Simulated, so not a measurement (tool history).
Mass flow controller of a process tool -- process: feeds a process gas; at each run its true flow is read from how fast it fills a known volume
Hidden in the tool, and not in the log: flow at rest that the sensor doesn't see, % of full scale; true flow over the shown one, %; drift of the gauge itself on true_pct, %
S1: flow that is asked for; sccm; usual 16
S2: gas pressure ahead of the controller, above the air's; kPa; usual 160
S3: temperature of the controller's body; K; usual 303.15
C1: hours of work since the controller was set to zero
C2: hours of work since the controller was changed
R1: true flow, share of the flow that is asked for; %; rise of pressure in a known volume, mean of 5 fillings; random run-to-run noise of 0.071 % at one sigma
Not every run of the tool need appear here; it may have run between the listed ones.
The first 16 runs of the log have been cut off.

run    hour  S1   S2      S3    C1    C2      R1
 17  2008.7  16  160  303.15  2866  2866   99.93
 18    2163   6  170  306.15  2969  2969   99.57
 19  2276.3  16  164  308.15  3044  3044   99.63
 20  2424.9   9  160  303.15  3143  3143   99.84
 21  2519.1   9  160  303.15  3206  3206   99.77
 22  2659.4  17  186  299.15  3300  3300   99.96
 23  2827.1  17  176  312.15  3411  3411   99.54
 24  2915.9   2  273  309.15  3471  3471   99.06
 25  3057.4  16  180  295.15  3565  3565  100.04
 26  3158.9   9  243  303.15  3632  3632   99.52
 27  3250.8  12  160  303.15  3694  3694    99.9
 28  3369.3  12  160  303.15  3773  3773    99.8
 29  3497.2   8  192  303.15  3858  3858   99.61
 30  3632.4  10  142  305.15  3948  3948   99.67
 31  3716.1   3  206  304.15  4004  4004   99.39
 32  3840.8   2  164  293.15  4087  4087   99.87
 33  3970.7  11  187  293.15  4173  4173     100

What if the next run were any one of these 4? Each begins from the tool's condition after run 33:
  A  4063.1   5  140  297.15  4235  4235   ?
  B  4063.1  10  258  310.15  4235  4235   ?
  C  4063.1   2  160  304.15  4235  4235   ?
  D  4063.1  11  187  303.15  4235  4235   ?

run     R1
  A   99.9
  B  99.26
  C   99.5
  D  99.75
Without the tool's unlogged condition, the same runs would have read:
run     R1
  A  99.88
  B  99.25
  C  99.47
  D  99.73

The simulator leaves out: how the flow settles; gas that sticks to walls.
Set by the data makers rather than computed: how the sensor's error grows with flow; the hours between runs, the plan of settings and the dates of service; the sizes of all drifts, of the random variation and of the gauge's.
